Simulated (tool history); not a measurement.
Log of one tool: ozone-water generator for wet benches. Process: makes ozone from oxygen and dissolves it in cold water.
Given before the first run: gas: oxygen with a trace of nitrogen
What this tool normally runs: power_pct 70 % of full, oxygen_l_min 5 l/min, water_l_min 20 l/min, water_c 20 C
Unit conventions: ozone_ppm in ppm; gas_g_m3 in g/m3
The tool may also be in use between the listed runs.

run,hour,power_pct,oxygen_l_min,water_l_min,water_c,ozone_ppm,gas_g_m3
1,0,70,5,20,20,14.5,156.9
2,83.4,70,5,20,20,14.6,155
3,165.3,70,5,20,20,14.4,153.3
4,304.9,70,5,20,20,14.6,155.1
5,391.8,70,3.22,20,20,13.1,182
6,542,70,3.22,20,20,13.2,180.3
7,657.5,70,3.22,20,20,12.9,177.9
8,769.8,70,3.22,20,20,13.1,179.2
9,950.9,70,3.22,20,20,13,179.4
10,1073.5,70,3.22,20,20,12.9,179.6
11,1217.1,70,3.22,20,20,12.9,178.9
12,1381.3,70,3.24,20,20,13,175.9
13,1520.3,70,5,31,20,9.7,151.2
14,1637,70,5,31,20,9.6,151.2
15,1735.8,70,5,26,24,10.6,153.4
# hour 1752.4: water thermometer calibrated
16,1887.7,51,7.41,21,12,12.6,97.2
17,1997.8,51,7.41,21,12,12.5,97.9
# hour 2113.8: gauge calibrated
18,2116.1,70,5,15,20,18.5,154.5
19,2215,70,5.96,20,20,14.8,145.6
20,2300,70,5.96,20,20,14.8,146.8

What will run 21 give?
# hour 2437.7: contactor cleaned
21,2498,70,5.96,20,20,?,?

Run 21 came out at ozone_ppm 15.1 ppm, gas_g_m3 144.6 g/m3.
Without the tool's hidden state the same run would have given ozone_ppm 15.1 ppm, gas_g_m3 145.6 g/m3.

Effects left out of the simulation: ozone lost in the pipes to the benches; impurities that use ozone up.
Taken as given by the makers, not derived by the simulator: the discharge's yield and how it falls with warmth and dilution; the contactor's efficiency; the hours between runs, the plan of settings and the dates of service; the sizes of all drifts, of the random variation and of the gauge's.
